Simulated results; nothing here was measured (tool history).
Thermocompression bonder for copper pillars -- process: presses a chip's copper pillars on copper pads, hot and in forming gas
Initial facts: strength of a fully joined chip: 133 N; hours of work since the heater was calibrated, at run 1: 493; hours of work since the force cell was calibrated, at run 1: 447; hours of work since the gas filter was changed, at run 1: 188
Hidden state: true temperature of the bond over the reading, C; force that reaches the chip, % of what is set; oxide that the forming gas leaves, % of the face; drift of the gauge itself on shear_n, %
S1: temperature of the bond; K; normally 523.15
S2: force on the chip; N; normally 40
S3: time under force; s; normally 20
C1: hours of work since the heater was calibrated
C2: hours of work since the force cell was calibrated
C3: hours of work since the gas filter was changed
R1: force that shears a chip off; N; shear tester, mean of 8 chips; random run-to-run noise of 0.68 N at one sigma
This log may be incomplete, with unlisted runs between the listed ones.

run,day,S1,S2,S3,C1,C2,C3,R1
1,0.000,523.15,40,20,493,447,188,56.8
2,0.917,523.15,27,20,507,460,201,38.7
3,1.867,523.15,48,20,521,474,215,67.5
4,2.854,523.15,40,20,535,488,230,58.6
5,3.938,523.15,40,20,551,504,245,57.4
6,4.804,523.15,39,20,563,517,258,56.3
7,5.800,523.15,40,51,578,531,273,78.8
8,6.746,523.15,40,20,592,545,286,57.3
9,7.425,523.15,40,20,602,555,296,58.6
# day 7.629: forming gas filter changed
10,8.262,535.15,40,20,614,567,9,66.9
11,8.808,535.15,40,20,622,575,17,66.2
12,9.608,535.15,40,20,633,587,29,66.0
13,10.825,535.15,40,20,651,604,47,66.0
14,11.504,535.15,40,20,661,614,57,67.2
15,12.767,515.15,30,23,679,633,75,40.9
16,13.546,513.15,40,22,691,644,86,53.4
17,14.425,552.15,40,37,704,657,99,93.1
18,15.646,552.15,40,37,721,675,117,95.0
19,16.871,552.15,60,37,739,693,135,114.1
20,18.125,523.15,40,31,758,711,153,68.8
21,19.396,523.15,40,31,776,730,172,65.7

Here are 5 independent what-if runs from the current tool condition. What would each one return?
A,20.208,523.15,55,31,788,741,184,?
B,20.208,512.15,27,47,788,741,184,?
C,20.208,544.15,40,13,788,741,184,?
D,20.208,507.15,51,11,788,741,184,?
E,20.208,523.15,34,20,788,741,184,?

run,R1
A,85.9
B,46.8
C,62.9
D,48.1
E,49.4
Take away the tool's hidden state, keep each run's random variation, and the runs would have read:
run,R1
A,85.9
B,46.7
C,62.9
D,48.0
E,49.3

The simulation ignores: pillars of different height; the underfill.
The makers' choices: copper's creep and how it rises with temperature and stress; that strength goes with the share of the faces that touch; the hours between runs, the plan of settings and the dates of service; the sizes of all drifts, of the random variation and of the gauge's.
